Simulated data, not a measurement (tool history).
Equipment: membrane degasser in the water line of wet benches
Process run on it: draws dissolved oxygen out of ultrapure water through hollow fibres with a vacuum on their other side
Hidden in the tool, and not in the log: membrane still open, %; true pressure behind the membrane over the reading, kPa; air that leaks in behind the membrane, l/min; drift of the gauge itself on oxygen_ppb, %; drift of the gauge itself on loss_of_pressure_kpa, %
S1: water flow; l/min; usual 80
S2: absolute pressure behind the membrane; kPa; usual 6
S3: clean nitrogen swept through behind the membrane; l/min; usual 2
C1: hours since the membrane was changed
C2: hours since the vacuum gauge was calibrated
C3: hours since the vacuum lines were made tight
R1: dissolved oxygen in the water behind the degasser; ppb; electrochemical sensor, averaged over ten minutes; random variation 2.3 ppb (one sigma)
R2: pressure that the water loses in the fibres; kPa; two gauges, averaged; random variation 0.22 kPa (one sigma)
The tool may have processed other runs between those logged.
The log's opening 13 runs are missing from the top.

Run 14, day 96.767: usual settings but S1 85 l/min, S2 6.26 kPa; C1 8993; C2 4263; C3 2599. Result: R1 264.7 ppb, R2 59.19 kPa.
Run 15, day 102.708: usual settings but S1 85 l/min, S2 6.26 kPa; C1 9136; C2 4406; C3 2741. Result: R1 259.2 ppb, R2 59.3 kPa.
Run 16, day 112.312: usual settings but S1 85 l/min, S2 6.26 kPa; C1 9366; C2 4636; C3 2972. Result: R1 258.8 ppb, R2 59.28 kPa.
Run 17, day 120.592: usual settings but S1 52 l/min, S2 12.82 kPa; C1 9565; C2 4835; C3 3170. Result: R1 515.8 ppb, R2 36.24 kPa.
At day 124.358: vacuum gauge calibrated.
Run 18, day 125.95: usual settings but S1 96 l/min; C1 9693; C2 38; C3 3299. Result: R1 273.7 ppb, R2 67.3 kPa.
Run 19, day 130.946: usual settings but S1 96 l/min; C1 9813; C2 158; C3 3418. Result: R1 275.1 ppb, R2 67.03 kPa.
Run 20, day 137.121: usual settings but S2 3.77 kPa; C1 9961; C2 306; C3 3567. Result: R1 54.4 ppb, R2 55.8 kPa.
Run 21, day 146.85: usual settings but S2 3.77 kPa; C1 10195; C2 540; C3 3800. Result: R1 56.1 ppb, R2 55.88 kPa.
Run 22, day 151.508: usual settings but S2 3.77 kPa; C1 10307; C2 652; C3 3912. Result: R1 53.4 ppb, R2 56.39 kPa.
Run 23, day 157.6: usual settings but S2 3.77 kPa; C1 10453; C2 798; C3 4058. Result: R1 54.2 ppb, R2 55.82 kPa.
Run 24, day 167.133: usual settings but S2 3.77 kPa; C1 10682; C2 1027; C3 4287. Result: R1 54.7 ppb, R2 56.09 kPa.
Run 25, day 172.65: usual settings but S1 71 l/min, S3 3.01 l/min; C1 10814; C2 1159; C3 4419. Result: R1 146.8 ppb, R2 49.55 kPa.
Run 26, day 179.454: usual settings but S1 94 l/min, S3 1.69 l/min; C1 10977; C2 1322; C3 4583. Result: R1 296.1 ppb, R2 66.43 kPa.
Run 27, day 186.667: usual settings but S1 94 l/min, S3 1.69 l/min; C1 11150; C2 1495; C3 4756. Result: R1 299.8 ppb, R2 66.34 kPa.
Run 28, day 193.233: usual settings but S1 113 l/min, S2 5.03 kPa, S3 2.26 l/min; C1 11308; C2 1653; C3 4913. Result: R1 211.9 ppb, R2 79.76 kPa.
At day 193.746: gauge calibrated.
Run 29, day 198.925: usual settings but S1 75 l/min, S2 6.68 kPa, S3 2.51 l/min; C1 11445; C2 1790; C3 5050. Result: R1 223.7 ppb, R2 51.58 kPa.
Run 30, day 206.038: usual settings but S1 75 l/min, S2 6.68 kPa, S3 2.51 l/min; C1 11615; C2 1960; C3 5221. Result: R1 223.3 ppb, R2 51.66 kPa.
Run 31, day 211.225: usual settings but S1 75 l/min, S2 6.68 kPa, S3 2.51 l/min; C1 11740; C2 2085; C3 5345. Result: R1 224.1 ppb, R2 51.7 kPa.

Each row is a separate what-if for the run after 31, all from the same tool condition, not one after another. Results?
Run A, day 217.062: usual settings but S1 75 l/min, S2 6.68 kPa, S3 3.87 l/min; C1 11880; C2 2225; C3 5485. Result: R1 ?, R2 ?.
Run B, day 217.062: usual settings but S1 124 l/min, S2 4.64 kPa, S3 1.06 l/min; C1 11880; C2 2225; C3 5485. Result: R1 ?, R2 ?.
Run C, day 217.062: usual settings but S1 92 l/min, S2 5.18 kPa, S3 4.21 l/min; C1 11880; C2 2225; C3 5485. Result: R1 ?, R2 ?.
Run D, day 217.062: usual settings but S1 62 l/min; C1 11880; C2 2225; C3 5485. Result: R1 ?, R2 ?.

run     R1     R2
  A  154.7  51.57
  B  291.1  85.78
  C  111.2   63.6
  D  184.5   42.5
Without the tool's hidden state the same runs would have given:
run     R1     R2
  A  154.5  51.34
  B  290.3   85.4
  C  110.9  63.32
  D  184.3  42.31
